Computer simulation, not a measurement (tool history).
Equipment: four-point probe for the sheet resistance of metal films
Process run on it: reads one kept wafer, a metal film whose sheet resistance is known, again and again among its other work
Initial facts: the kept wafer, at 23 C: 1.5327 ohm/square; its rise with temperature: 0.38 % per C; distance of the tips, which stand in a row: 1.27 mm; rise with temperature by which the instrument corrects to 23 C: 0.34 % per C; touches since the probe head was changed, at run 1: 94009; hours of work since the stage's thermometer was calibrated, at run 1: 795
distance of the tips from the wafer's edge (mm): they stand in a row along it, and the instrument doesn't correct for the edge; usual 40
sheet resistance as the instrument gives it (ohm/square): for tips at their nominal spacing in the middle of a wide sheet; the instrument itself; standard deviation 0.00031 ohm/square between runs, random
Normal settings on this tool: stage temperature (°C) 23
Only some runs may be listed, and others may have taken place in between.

run    hour  stage temperature (°C)  distance of the tips from the wafer's edge (mm)  touches since the probe head was changed  hours of work since the stage's thermometer was calibrated  sheet resistance as the instrument gives it (ohm/square)
  1       0                      23                                               40                                     94009                                                         795                                                  1.522733
  2    59.8                      23                                               40                                     95519                                                         820                                                  1.523311
  3   123.4                      23                                               40                                     97125                                                         845                                                  1.523785
  4   233.3                      23                                               23                                     99903                                                         890                                                   1.52437
  5   334.3                      33                                               23                                    102453                                                         931                                                  1.531281
  6   413.9                      23                                               40                                    104465                                                         963                                                   1.52245
  7   480.3                      20                                               40                                    106142                                                         990                                                  1.520042
  8   590.8                      20                                               40                                    108934                                                        1035                                                  1.520082
  9   650.6                      20                                               40                                    110446                                                        1059                                                  1.519776
 10   738.7                      27                                               40                                    112670                                                        1094                                                  1.524396
 11   816.4                      35                                               40                                    114633                                                        1126                                                  1.529987
 12   940.8                      23                                               40                                    117775                                                        1176                                                  1.520873
 13  1041.3                      23                                               10                                    120314                                                        1217                                                  1.533381
 14  1106.2                      23                                               10                                    121954                                                        1243                                                  1.533157
 15  1201.4                      22                                               13                                    124360                                                        1282                                                  1.527503
     1211.3  -- stage's thermometer calibrated
 16  1295.9                      26                                               17                                    126733                                                          34                                                  1.525926
 17  1352.6                      26                                               17                                    128167                                                          57                                                  1.524928
 18  1421.1                      19                                               25                                    129896                                                          85                                                  1.518078
 19  1541.6                      25                                               53                                    132941                                                         134                                                  1.520528
 20  1665.2                      25                                               53                                    136062                                                         184                                                  1.520394
 21  1729.3                      25                                               53                                    137683                                                         210                                                  1.519821
 22  1811.6                      20                                                4                                    139762                                                         243                                                  1.594282
       1898  -- stage's thermometer calibrated, once more
 23  1914.5                      20                                                4                                    142348                                                           7                                                  1.595044
 24    1995                      20                                                4                                    144383                                                          39                                                  1.595697
 25  2049.6                      20                                                4                                    145761                                                          61                                                  1.595354
     2092.1  -- new probe head fitted
 26  2147.6                      27                                               30                                      1403                                                         101                                                  1.526132

Each row is a separate what-if for the run after 26, all from the same tool condition, not one after another. Results?
  A  2203.4                      29                                                4                                      2811                                                         123                                                         ?
  B  2203.4                      23                                               30                                      2811                                                         123                                                         ?
  C  2203.4                      27                                                4                                      2811                                                         123                                                         ?
  D  2203.4                      27                                               28                                      2811                                                         123                                                         ?

run  sheet resistance as the instrument gives it (ohm/square)
  A                                                  1.604613
  B                                                  1.523493
  C                                                  1.603266
  D                                                   1.52616
Without the tool's unlogged condition, the same runs would have read:
run  sheet resistance as the instrument gives it (ohm/square)
  A                                                  1.616045
  B                                                  1.534392
  C                                                  1.614689
  D                                                  1.537078
